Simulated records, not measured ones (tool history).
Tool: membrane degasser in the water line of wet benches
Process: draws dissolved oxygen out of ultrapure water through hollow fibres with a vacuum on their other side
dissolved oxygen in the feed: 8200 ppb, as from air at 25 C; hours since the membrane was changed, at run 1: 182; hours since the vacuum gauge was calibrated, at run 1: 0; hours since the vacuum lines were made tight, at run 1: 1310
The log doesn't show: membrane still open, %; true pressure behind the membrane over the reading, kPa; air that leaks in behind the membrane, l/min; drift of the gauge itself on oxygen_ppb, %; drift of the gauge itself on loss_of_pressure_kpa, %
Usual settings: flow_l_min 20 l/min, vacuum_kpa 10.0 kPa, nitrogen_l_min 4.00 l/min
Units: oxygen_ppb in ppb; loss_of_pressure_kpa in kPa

| run | hour | flow_l_min | vacuum_kpa | nitrogen_l_min | hours since the membrane was changed | hours since the vacuum gauge was calibrated | hours since the vacuum lines were made tight | oxygen_ppb | loss_of_pressure_kpa |
|---|---|---|---|---|---|---|---|---|---|
| 1 | 0.0 | 20 | 10.0 | 4.00 | 182 | 0 | 1310 | 275.8 | 39.73 |
| 2 | 100.0 | 20 | 10.0 | 4.00 | 282 | 100 | 1410 | 278.5 | 39.13 |
| 3 | 163.5 | 20 | 10.0 | 4.00 | 346 | 164 | 1473 | 274.6 | 39.49 |
| 4 | 277.8 | 20 | 10.0 | 4.00 | 460 | 278 | 1588 | 278.2 | 39.50 |
| 5 | 349.8 | 20 | 10.0 | 4.00 | 532 | 350 | 1660 | 277.7 | 40.15 |
| 6 | 463.8 | 20 | 10.0 | 4.00 | 646 | 464 | 1774 | 282.0 | 40.04 |
| 7 | 523.7 | 20 | 16.3 | 4.00 | 706 | 524 | 1833 | 356.9 | 39.11 |
| 8 | 616.1 | 13 | 14.1 | 4.49 | 799 | 616 | 1926 | 197.8 | 25.67 |

The next listed run, before its measurement:
| 9 | 678.0 | 13 | 14.1 | 4.49 | 860 | 678 | 1988 | ? | ? |

Run 9 gave oxygen_ppb 201.2 ppb, loss_of_pressure_kpa 26.13 kPa.
Without the tool's hidden state the same run would have given oxygen_ppb 196.0 ppb, loss_of_pressure_kpa 25.94 kPa.
